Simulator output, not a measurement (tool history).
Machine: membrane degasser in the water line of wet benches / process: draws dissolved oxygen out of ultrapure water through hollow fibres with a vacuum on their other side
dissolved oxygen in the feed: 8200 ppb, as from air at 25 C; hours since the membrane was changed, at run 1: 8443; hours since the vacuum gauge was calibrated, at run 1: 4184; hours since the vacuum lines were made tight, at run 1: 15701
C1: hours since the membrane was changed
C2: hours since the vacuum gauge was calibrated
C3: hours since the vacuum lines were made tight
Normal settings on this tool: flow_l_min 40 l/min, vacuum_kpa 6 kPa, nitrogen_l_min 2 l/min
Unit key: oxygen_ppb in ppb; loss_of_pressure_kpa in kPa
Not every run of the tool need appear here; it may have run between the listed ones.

{"run": 1, "hour": 0.0, "flow_l_min": 40, "vacuum_kpa": 6, "nitrogen_l_min": 2, "C1": 8443, "C2": 4184, "C3": 15701, "oxygen_ppb": 133.3, "loss_of_pressure_kpa": 26.25}
{"run": 2, "hour": 204.6, "flow_l_min": 40, "vacuum_kpa": 6, "nitrogen_l_min": 2, "C1": 8647, "C2": 4389, "C3": 15906, "oxygen_ppb": 131.1, "loss_of_pressure_kpa": 26.32}
{"hour": 330.7, "done": "vacuum gauge calibrated"}
{"run": 3, "hour": 405.5, "flow_l_min": 40, "vacuum_kpa": 6, "nitrogen_l_min": 2, "C1": 8848, "C2": 75, "C3": 16106, "oxygen_ppb": 133.6, "loss_of_pressure_kpa": 26.61}
{"run": 4, "hour": 608.1, "flow_l_min": 40, "vacuum_kpa": 6, "nitrogen_l_min": 2, "C1": 9050, "C2": 277, "C3": 16309, "oxygen_ppb": 132.8, "loss_of_pressure_kpa": 26.56}
{"run": 5, "hour": 846.3, "flow_l_min": 40, "vacuum_kpa": 4.58, "nitrogen_l_min": 2, "C1": 9288, "C2": 516, "C3": 16547, "oxygen_ppb": 72.7, "loss_of_pressure_kpa": 26.38}
{"hour": 1050.3, "done": "vacuum gauge calibrated, once more"}
{"hour": 1052.3, "done": "seals of the vacuum lines changed"}
{"run": 6, "hour": 1053.3, "flow_l_min": 40, "vacuum_kpa": 6, "nitrogen_l_min": 2, "C1": 9493, "C2": 1, "C3": 1, "oxygen_ppb": 130.7, "loss_of_pressure_kpa": 26.58}
{"run": 7, "hour": 1161.5, "flow_l_min": 40, "vacuum_kpa": 6, "nitrogen_l_min": 3.22, "C1": 9601, "C2": 109, "C3": 109, "oxygen_ppb": 87.2, "loss_of_pressure_kpa": 26.63}
{"run": 8, "hour": 1288.2, "flow_l_min": 40, "vacuum_kpa": 6, "nitrogen_l_min": 3.22, "C1": 9728, "C2": 236, "C3": 236, "oxygen_ppb": 87.9, "loss_of_pressure_kpa": 26.61}
{"run": 9, "hour": 1494.9, "flow_l_min": 40, "vacuum_kpa": 11.45, "nitrogen_l_min": 2, "C1": 9934, "C2": 443, "C3": 443, "oxygen_ppb": 361.1, "loss_of_pressure_kpa": 26.38}
{"run": 10, "hour": 1612.1, "flow_l_min": 40, "vacuum_kpa": 8.75, "nitrogen_l_min": 2, "C1": 10052, "C2": 560, "C3": 560, "oxygen_ppb": 246.7, "loss_of_pressure_kpa": 26.41}
{"run": 11, "hour": 1776.6, "flow_l_min": 40, "vacuum_kpa": 8.75, "nitrogen_l_min": 2, "C1": 10216, "C2": 724, "C3": 724, "oxygen_ppb": 245, "loss_of_pressure_kpa": 26.86}
{"run": 12, "hour": 1895.0, "flow_l_min": 40, "vacuum_kpa": 8.75, "nitrogen_l_min": 2, "C1": 10335, "C2": 843, "C3": 843, "oxygen_ppb": 248.2, "loss_of_pressure_kpa": 26.4}
{"run": 13, "hour": 2097.2, "flow_l_min": 40, "vacuum_kpa": 8.75, "nitrogen_l_min": 2, "C1": 10537, "C2": 1045, "C3": 1045, "oxygen_ppb": 248.2, "loss_of_pressure_kpa": 26.32}

What does the tool deliver on the next run?
{"run": 14, "hour": 2226.5, "flow_l_min": 40, "vacuum_kpa": 6, "nitrogen_l_min": 2.89, "C1": 10666, "C2": 1174, "C3": 1174, "oxygen_ppb": "?", "loss_of_pressure_kpa": "?"}

oxygen_ppb: 95.8 ppb
loss_of_pressure_kpa: 26.79 kPa
Minus the tool's unlogged condition, the same run would have read oxygen_ppb 92.9 ppb, loss_of_pressure_kpa 25.44 kPa.
